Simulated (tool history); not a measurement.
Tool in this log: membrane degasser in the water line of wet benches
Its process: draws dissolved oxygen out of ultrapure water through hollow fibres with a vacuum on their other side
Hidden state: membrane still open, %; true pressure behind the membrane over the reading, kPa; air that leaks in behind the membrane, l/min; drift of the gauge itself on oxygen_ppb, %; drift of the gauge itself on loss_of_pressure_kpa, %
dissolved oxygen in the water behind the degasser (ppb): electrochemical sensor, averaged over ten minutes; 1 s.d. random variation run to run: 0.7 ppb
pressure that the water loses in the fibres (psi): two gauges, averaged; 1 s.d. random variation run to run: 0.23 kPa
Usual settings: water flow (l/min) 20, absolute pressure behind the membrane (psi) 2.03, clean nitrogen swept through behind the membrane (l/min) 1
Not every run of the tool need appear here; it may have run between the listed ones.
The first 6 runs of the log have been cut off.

run    hour  water flow (l/min)  absolute pressure behind the membrane (psi)  clean nitrogen swept through behind the membrane (l/min)  hours since the membrane was changed  hours since the vacuum gauge was calibrated  hours since the vacuum lines were made tight  dissolved oxygen in the water behind the degasser (ppb)  pressure that the water loses in the fibres (psi)
  7   438.8                  20                                         2.68                                                         1                                   763                                         5201                                          4011                                                      638                                              8.596
  8   528.5                  20                                         2.68                                                         1                                   852                                         5291                                          4101                                                    638.4                                              8.631
  9   599.5                  20                                         2.03                                                      2.89                                   923                                         5362                                          4172                                                    178.8                                              8.588
 10   658.9                  20                                         2.03                                                      2.89                                   983                                         5422                                          4231                                                    177.9                                              8.608
 11     704                  24                                         2.03                                                      2.89                                  1028                                         5467                                          4276                                                    212.9                                             10.308
 12   749.5                  20                                         2.03                                                         1                                  1073                                         5512                                          4322                                                    460.3                                               8.58
 13     813                  20                                         2.03                                                         1                                  1137                                         5576                                          4385                                                    461.1                                              8.578
 14   876.2                  20                                         2.03                                                         1                                  1200                                         5639                                          4448                                                    460.5                                               8.64
 15   937.6                  20                                         2.03                                                         1                                  1261                                         5700                                          4510                                                    460.6                                              8.547
 16  1018.9                  20                                         2.03                                                         1                                  1343                                         5782                                          4591                                                    460.9                                              8.694
 17  1073.4                  20                                         2.03                                                         1                                  1397                                         5836                                          4646                                                    459.6                                               8.66
 18  1163.5                  20                                         1.23                                                       0.7                                  1487                                         5926                                          4736                                                    313.8                                              8.569
 19  1252.1                  20                                         1.23                                                       0.7                                  1576                                         6015                                          4824                                                    314.8                                               8.55
 20  1305.1                  26                                         2.03                                                      2.76                                  1629                                         6068                                          4877                                                    239.3                                             11.075
 21  1412.6                  26                                         2.03                                                      2.76                                  1736                                         6175                                          4985                                                    239.1                                             11.146
 22  1482.2                  20                                         2.12                                                         1                                  1806                                         6245                                          5055                                                    484.4                                              8.592
 23  1544.7                  20                                         2.12                                                         1                                  1868                                         6307                                          5117                                                    483.9                                               8.52
 24  1625.6                  15                                         2.03                                                         2                                  1949                                         6388                                          5198                                                    191.8                                              6.444
 25    1730                  18                                         4.16                                                      0.45                                  2054                                         6493                                          5302                                                   1696.9                                              7.735

Expected results for the next run?
 26  1819.9                  18                                         1.58                                                      1.28                                  2144                                         6583                                          5392                                                        ?                                                  ?

{"run 26": {"dissolved oxygen in the water behind the degasser (ppb)": 244.5, "pressure that the water loses in the fibres (psi)": 7.697}}
With the hidden condition absent and the run-to-run variation left alone, this run would have shown dissolved oxygen in the water behind the degasser (ppb) 244.4, pressure that the water loses in the fibres (psi) 7.696.
